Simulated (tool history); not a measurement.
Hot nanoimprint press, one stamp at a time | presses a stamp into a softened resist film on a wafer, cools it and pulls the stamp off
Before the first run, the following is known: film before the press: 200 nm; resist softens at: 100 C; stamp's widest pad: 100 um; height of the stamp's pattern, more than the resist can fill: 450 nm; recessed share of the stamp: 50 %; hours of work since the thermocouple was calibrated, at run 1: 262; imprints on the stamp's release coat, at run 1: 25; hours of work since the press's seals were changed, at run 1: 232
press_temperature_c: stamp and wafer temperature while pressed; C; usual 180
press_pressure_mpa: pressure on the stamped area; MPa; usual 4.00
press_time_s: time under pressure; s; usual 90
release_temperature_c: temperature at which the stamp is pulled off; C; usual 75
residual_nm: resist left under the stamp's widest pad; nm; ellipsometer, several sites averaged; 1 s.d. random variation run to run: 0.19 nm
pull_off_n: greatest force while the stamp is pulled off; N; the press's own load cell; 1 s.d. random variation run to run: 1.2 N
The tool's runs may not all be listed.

run,day,press_temperature_c,press_pressure_mpa,press_time_s,release_temperature_c,hours of work since the thermocouple was calibrated,imprints on the stamp's release coat,hours of work since the press's seals were changed,residual_nm,pull_off_n
1,0.000,180,4.00,90,75,262,25,232,82.0,123
# day 1.529: plate thermocouple calibrated
2,1.542,180,4.00,90,75,0,141,250,83.2,121
3,2.588,180,4.00,90,75,14,226,264,83.3,124
4,3.296,180,4.00,90,75,23,284,273,83.3,125
5,4.058,173,4.00,90,75,33,347,283,112.1,125
6,4.812,173,4.00,90,75,43,409,293,112.0,125
7,5.929,180,2.96,90,75,58,500,308,95.0,127
8,7.008,180,2.96,90,75,72,589,322,95.0,127
# day 8.058: plate thermocouple calibrated, once more
9,8.104,180,2.96,90,75,1,668,335,91.0,126
10,8.983,180,5.99,90,75,12,741,347,67.2,129
11,9.871,180,4.00,90,75,24,813,358,80.2,131
12,11.042,180,4.00,90,75,39,909,374,80.1,132
13,12.233,180,4.00,90,75,55,1007,389,80.8,129
14,13.067,180,4.00,90,75,66,1075,400,80.4,133
15,14.425,177,4.29,100,64,84,1186,418,85.8,174
# day 15.212: stamp cleaned and given a new release coat
16,16.188,188,5.77,75,64,104,80,438,52.4,155
17,17.000,189,5.77,75,66,114,147,449,50.3,151
18,17.679,189,5.77,68,66,123,203,458,52.7,149
19,18.538,189,5.77,68,66,135,273,469,52.9,148
20,20.025,191,4.00,90,75,154,395,489,50.8,124
21,20.821,180,4.00,90,81,165,460,499,81.7,105
22,21.917,180,4.00,56,81,179,550,514,98.7,106
23,23.229,168,4.00,103,71,196,657,531,127.7,142
24,23.962,168,4.00,103,71,206,718,541,127.6,142
25,24.779,175,4.31,90,75,217,785,551,98.8,129
26,26.162,177,2.83,125,67,235,898,569,94.6,159
27,27.588,171,3.05,94,66,254,1015,588,128.8,165
28,28.883,180,4.00,90,72,271,1121,605,83.1,143

Take each entry between the runs: how does the hidden state at the last listed run before it differ from the hidden state at the first listed run after it?
Run 1 -> run 2: plate thermocouple calibrated (day 1.529)
  true temperature over the reading, C: -0.83 -> -1.12; pressure that arrives at the usual setting, %: 98.72 -> 98.65; grip of the stamp's worn release coat, % over a new coat's: 0.3 -> 1.6
  what was measured, less what the result would be without the hidden state, residual_nm: +3.4 -> +4.4 nm; pull_off_n: +3 -> +5 N
Run 8 -> run 9: plate thermocouple calibrated, once more (day 8.058)
  true temperature over the reading, C: -1.29 -> -0.18; pressure that arrives at the usual setting, %: 98.39 -> 98.35; grip of the stamp's worn release coat, % over a new coat's: 6.6 -> 7.5
  what was measured, less what the result would be without the hidden state, residual_nm: +5.3 -> +1.1 nm; pull_off_n: +12 -> +9 N
Run 15 -> run 16: stamp cleaned and given a new release coat (day 15.212)
  true temperature over the reading, C: -0.39 -> -0.44; pressure that arrives at the usual setting, %: 98.04 -> 97.97; grip of the stamp's worn release coat, % over a new coat's: 13.4 -> 0.9
  what was measured, less what the result would be without the hidden state, residual_nm: +2.2 -> +1.7 nm; pull_off_n: +22 -> +3 N
